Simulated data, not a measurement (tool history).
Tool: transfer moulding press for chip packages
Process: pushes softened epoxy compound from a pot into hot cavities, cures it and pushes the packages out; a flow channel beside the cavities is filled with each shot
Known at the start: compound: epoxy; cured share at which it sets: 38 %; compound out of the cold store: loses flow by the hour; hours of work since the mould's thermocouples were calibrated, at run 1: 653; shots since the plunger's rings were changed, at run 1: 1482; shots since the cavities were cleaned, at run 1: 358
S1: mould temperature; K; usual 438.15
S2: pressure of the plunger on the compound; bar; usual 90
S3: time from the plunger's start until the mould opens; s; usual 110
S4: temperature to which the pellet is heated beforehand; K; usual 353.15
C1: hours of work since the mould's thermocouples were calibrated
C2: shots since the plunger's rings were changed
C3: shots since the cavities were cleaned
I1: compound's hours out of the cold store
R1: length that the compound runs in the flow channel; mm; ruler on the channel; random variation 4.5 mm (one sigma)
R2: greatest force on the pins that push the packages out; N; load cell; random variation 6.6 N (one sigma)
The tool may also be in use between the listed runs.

run,hour,S1,S2,S3,S4,C1,C2,C3,I1,R1,R2
1,0,438.15,90,110,353.15,653,1482,358,42.5,554,269
# hour 36.7: cavities cleaned with cleaning compound and waxed
2,47.4,438.15,90,97,353.15,677,1904,99,37.4,569,349
3,101.9,438.15,90,97,353.15,705,2403,598,22.8,590,376
# hour 108.5: cavities cleaned with cleaning compound and waxed
# hour 158.5: mould's thermocouples calibrated
# hour 182.1: cavities cleaned with cleaning compound and waxed
4,203.3,438.15,90,110,353.15,22,3288,195,45.6,558,261
# hour 257.4: cavities cleaned with cleaning compound and waxed
5,271.7,438.15,90,110,353.15,57,3902,132,36.7,565,274
# hour 331.2: cavities cleaned with cleaning compound and waxed
# hour 347.6: plunger's sealing rings changed
6,355.1,438.15,90,110,353.15,98,69,196,9.6,622,283
# hour 410.6: cavities cleaned with cleaning compound and waxed
7,452.3,438.15,90,110,353.15,147,947,383,8.3,626,288
# hour 490: cavities cleaned with cleaning compound and waxed
8,545.2,438.15,90,110,353.15,195,1785,506,15.3,612,282
# hour 561.7: cavities cleaned with cleaning compound and waxed
9,609.6,438.15,90,143,353.15,227,2363,440,20.8,598,192
# hour 639.3: cavities cleaned with cleaning compound and waxed
10,680.1,438.15,90,143,353.15,263,2996,375,46.3,551,183
# hour 711.9: cavities cleaned with cleaning compound and waxed
11,770.5,438.15,90,143,353.15,309,3811,538,19.2,604,191
# hour 785.5: cavities cleaned with cleaning compound and waxed
12,812.6,438.15,90,143,353.15,330,4184,249,12.6,615,199
# hour 860.6: plunger's sealing rings changed
# hour 862.1: cavities cleaned with cleaning compound and waxed
13,875.8,438.15,90,143,353.15,360,125,125,28.9,585,194
14,930.3,438.15,75.5,110,353.15,389,625,625,25.5,543,275
# hour 937.9: cavities cleaned with cleaning compound and waxed
# hour 1012.9: cavities cleaned with cleaning compound and waxed
15,1013.1,438.15,75.5,110,353.15,430,1357,1,13.8,562,280
# hour 1091.4: cavities cleaned with cleaning compound and waxed
16,1102.5,444.15,87.3,125,356.15,475,2164,102,12,602,188
# hour 1164.3: cavities cleaned with cleaning compound and waxed
17,1167.7,438.15,95.4,136,353.15,508,2748,31,46.4,562,201
# hour 1238: cavities cleaned with cleaning compound and waxed
18,1238,436.15,95.4,136,353.15,544,3380,0,37.9,576,213
# hour 1314.3: cavities cleaned with cleaning compound and waxed
19,1323.9,434.15,92.2,109,354.15,587,4154,88,28.7,591,369
# hour 1374.2: plunger's sealing rings changed
20,1380.1,442.15,90,110,353.15,615,55,581,33.9,564,211
# hour 1389.8: cavities cleaned with cleaning compound and waxed
# hour 1468.4: cavities cleaned with cleaning compound and waxed
21,1478,441.15,90,140,353.15,664,925,88,44.4,549,182
# hour 1541.4: cavities cleaned with cleaning compound and waxed
22,1547.3,432.15,79.2,124,356.15,699,1547,54,14.7,576,325
23,1598.3,438.15,93.1,149,347.15,726,2015,522,28.8,593,188
# hour 1614.6: mould's thermocouples calibrated
# hour 1616.1: cavities cleaned with cleaning compound and waxed
24,1657.7,438.15,93.1,149,347.15,21,2527,381,47.3,557,188
# hour 1690.5: cavities cleaned with cleaning compound and waxed
25,1737.7,442.15,103.4,111,358.15,62,3248,433,13.7,658,215
# hour 1766.3: cavities cleaned with cleaning compound and waxed
26,1800.2,442.15,103.4,111,358.15,94,3808,311,25.3,627,218

Forecast each of these 3 alternatives for the next run:
# hour 1838.2: cavities cleaned with cleaning compound and waxed
A,1860.8,437.15,90.4,111,358.15,124,4350,207,18.6,?,?
# hour 1838.2: cavities cleaned with cleaning compound and waxed
B,1860.8,432.15,103.4,111,353.15,124,4350,207,45.8,?,?
# hour 1838.2: cavities cleaned with cleaning compound and waxed
C,1860.8,442.15,103.4,137,358.15,124,4350,207,38,?,?

run,R1,R2
A,604,290
B,599,394
C,598,180
Without the tool's hidden state the same runs would have given:
run,R1,R2
A,605,289
B,600,392
C,598,179

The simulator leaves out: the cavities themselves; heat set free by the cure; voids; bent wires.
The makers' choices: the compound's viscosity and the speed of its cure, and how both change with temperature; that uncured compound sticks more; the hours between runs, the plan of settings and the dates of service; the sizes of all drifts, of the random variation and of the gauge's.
